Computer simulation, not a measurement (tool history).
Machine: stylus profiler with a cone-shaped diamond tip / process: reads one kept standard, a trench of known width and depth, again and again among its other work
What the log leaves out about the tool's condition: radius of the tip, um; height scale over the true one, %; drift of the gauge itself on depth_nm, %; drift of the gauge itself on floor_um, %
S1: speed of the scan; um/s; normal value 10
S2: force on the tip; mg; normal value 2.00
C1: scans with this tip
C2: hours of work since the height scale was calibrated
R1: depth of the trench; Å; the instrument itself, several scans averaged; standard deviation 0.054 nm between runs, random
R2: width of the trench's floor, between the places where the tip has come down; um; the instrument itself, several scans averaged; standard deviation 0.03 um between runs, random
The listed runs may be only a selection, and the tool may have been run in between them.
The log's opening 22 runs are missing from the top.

| run | hour | S1 | S2 | C1 | C2 | R1 | R2 |
|---|---|---|---|---|---|---|---|
| 23 | 1316.6 | 26 | 1.58 | 6178 | 582 | 2020.3 | 16.74 |
| 24 | 1412.3 | 26 | 1.58 | 6975 | 657 | 2021.3 | 16.69 |
| 25 | 1473.9 | 21 | 1.56 | 7489 | 705 | 2021.2 | 16.71 |
| 26 | 1565.8 | 21 | 1.68 | 8255 | 777 | 2019.9 | 16.66 |
| 27 | 1641.4 | 21 | 1.68 | 8884 | 836 | 2020.9 | 16.69 |
| 28 | 1707.2 | 10 | 3.60 | 9433 | 888 | 2037.6 | 16.66 |
| 29 | 1801.4 | 10 | 2.37 | 10218 | 962 | 2025.7 | 16.66 |
| 30 | 1894.3 | 14 | 3.42 | 10992 | 1035 | 2034.2 | 16.64 |
| 31 | 1940.8 | 5 | 1.11 | 11380 | 1071 | 2010.6 | 16.59 |
|  | 1957.4 | height scale calibrated on a step standard |
| 32 | 2017.6 | 5 | 1.11 | 12015 | 47 | 2019.9 | 16.66 |
| 33 | 2068.5 | 5 | 1.11 | 12440 | 87 | 2019.2 | 16.59 |
| 34 | 2109.1 | 28 | 5.29 | 12777 | 119 | 2056.6 | 16.55 |
| 35 | 2154.9 | 28 | 5.26 | 13159 | 155 | 2055.5 | 16.51 |
| 36 | 2218.4 | 4 | 5.87 | 13689 | 205 | 2059.1 | 16.58 |
| 37 | 2261.8 | 36 | 3.87 | 14051 | 239 | 2045.9 | 16.42 |
| 38 | 2307.7 | 10 | 1.95 | 14433 | 275 | 2027.1 | 16.44 |
| 39 | 2384.4 | 10 | 1.95 | 15072 | 335 | 2026.3 | 16.46 |

Forecast each of these 5 alternatives for the next run:
| A | 2447.2 | 3 | 0.83 | 15596 | 384 | ? | ? |
| B | 2447.2 | 7 | 1.66 | 15596 | 384 | ? | ? |
| C | 2447.2 | 23 | 1.56 | 15596 | 384 | ? | ? |
| D | 2447.2 | 21 | 1.95 | 15596 | 384 | ? | ? |
| E | 2447.2 | 38 | 2.00 | 15596 | 384 | ? | ? |

| run | R1 | R2 |
|---|---|---|
| A | 2014.2 | 16.48 |
| B | 2024.3 | 16.48 |
| C | 2022.1 | 16.39 |
| D | 2026.7 | 16.41 |
| E | 2026.9 | 16.39 |
The same runs, with their run-to-run variation unchanged, on a tool lacking any hidden condition would have given:
| run | R1 | R2 |
|---|---|---|
| A | 2017.4 | 17.19 |
| B | 2027.5 | 17.19 |
| C | 2025.4 | 17.10 |
| D | 2030.0 | 17.11 |
| E | 2030.1 | 17.10 |

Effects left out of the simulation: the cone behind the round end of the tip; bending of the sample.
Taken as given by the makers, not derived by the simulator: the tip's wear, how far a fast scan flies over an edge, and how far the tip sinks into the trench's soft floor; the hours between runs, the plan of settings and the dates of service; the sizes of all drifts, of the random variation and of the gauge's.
